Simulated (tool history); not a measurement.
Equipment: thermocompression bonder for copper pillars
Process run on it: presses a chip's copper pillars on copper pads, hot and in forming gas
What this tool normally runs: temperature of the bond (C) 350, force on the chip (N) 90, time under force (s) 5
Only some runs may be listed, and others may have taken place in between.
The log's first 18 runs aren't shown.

run	hour	temperature of the bond (C)	force on the chip (N)	time under force (s)	hours of work since the heater was calibrated	hours of work since the force cell was calibrated	hours of work since the gas filter was changed	force that shears a chip off (N)
19	387.8	350	104	5	160	596	389	44.2
20	414.7	350	90	4	171	607	399	37.3
21	427.2	350	73	3	176	612	404	28.1
22	452.1	376	125	8	186	622	415	62.8
23	474.3	342	84	8	195	631	423	42.2
24	499.5	331	90	5	205	641	434	35.2
25	516.8	350	73	5	212	648	441	34.1
26	531	377	68	7	218	654	446	43.1
27	555.9	370	83	3	228	664	456	35.6
28	573.4	350	74	4	235	671	463	31.6
29	588	350	80	10	241	677	469	45.7
30	601.6	349	95	3	246	682	475	34.2
31	614.7	374	90	11	251	687	480	57.4
32	638.6	350	90	5	261	697	490	39.7
# hour 660.1: forming gas filter changed
33	663.3	350	90	5	271	707	1	42
34	687.2	372	61	5	280	716	11	36.5
35	701.9	327	110	10	286	722	17	52
36	719.1	350	90	14	293	729	24	57.4
37	734.6	350	61	5	300	735	30	31.1
38	748.2	333	90	10	305	741	36	47.4
39	769.6	333	90	10	314	750	44	46.9
40	795.8	335	68	15	324	760	55	45

4 ways to go on from here, each from the tool as it stands after run 40. What would each give?
A	809.4	340	59	5	330	766	60	?
B	809.4	335	68	15	330	766	60	?
C	809.4	335	68	3	330	766	60	?
D	809.4	353	74	12	330	766	60	?

run	force that shears a chip off (N)
A	28.1
B	45.2
C	24.3
D	49.5
The same runs, with their run-to-run variation unchanged, on a tool lacking any hidden condition would have given:
run	force that shears a chip off (N)
A	28.9
B	46.3
C	25
D	50.7
